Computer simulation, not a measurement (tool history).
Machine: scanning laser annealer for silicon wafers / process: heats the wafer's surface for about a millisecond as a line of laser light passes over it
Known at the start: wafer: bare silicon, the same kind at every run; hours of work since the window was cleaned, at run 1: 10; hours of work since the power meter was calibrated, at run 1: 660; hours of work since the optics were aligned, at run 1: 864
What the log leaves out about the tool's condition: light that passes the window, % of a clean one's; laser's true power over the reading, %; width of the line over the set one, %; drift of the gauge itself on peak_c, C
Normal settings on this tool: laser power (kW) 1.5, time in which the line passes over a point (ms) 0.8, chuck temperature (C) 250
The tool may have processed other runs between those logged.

run,day,laser power (kW),time in which the line passes over a point (ms),chuck temperature (C),hours of work since the window was cleaned,hours of work since the power meter was calibrated,hours of work since the optics were aligned,highest temperature of the surface (C)
1,0,1.5,0.8,250,10,660,864,1026
2,2.292,1.5,0.8,261,34,684,888,1035
3,5.483,1.5,0.8,261,67,717,921,1039
4,7.025,1.5,0.8,261,83,733,937,1040
5,9.671,1.5,0.777,250,111,760,964,1017
6,11.871,1.5,0.8,227,133,783,987,1003
7,13.592,1.5,0.8,227,151,800,1005,1003
8,17.171,1.5,0.841,227,188,837,1042,1022
9,18.962,1.5,0.841,227,207,856,1061,1020
10,22.208,1.5,0.841,227,240,890,1094,1018
11,25.867,1.444,0.8,250,278,927,1132,989
12,28.192,1.425,0.8,250,302,951,1156,979
13,31.517,1.5,0.8,261,336,986,1190,1038
14,35.188,1.5,0.8,261,374,1024,1228,1038
15,38.329,1.5,0.8,261,407,1056,1261,1035
16,40.125,1.5,0.8,261,425,1075,1279,1036
17,42.75,1.5,0.8,261,453,1102,1307,1037
# day 44.088: window over the wafer cleaned
18,45.421,1.5,0.8,261,14,1129,1333,1039
19,48.688,1.5,0.8,261,48,1163,1367,1034
20,51.492,1.5,0.8,261,77,1192,1396,1038
21,54.475,1.5,0.8,261,107,1222,1427,1037
22,58.062,1.5,0.8,261,145,1260,1464,1042

What will run 23 give?
23,59.929,1.5,0.8,261,164,1279,1483,?

Run 23 produced highest temperature of the surface (C) 1035.
Minus the tool's unlogged condition, the same run would have read highest temperature of the surface (C) 1035.
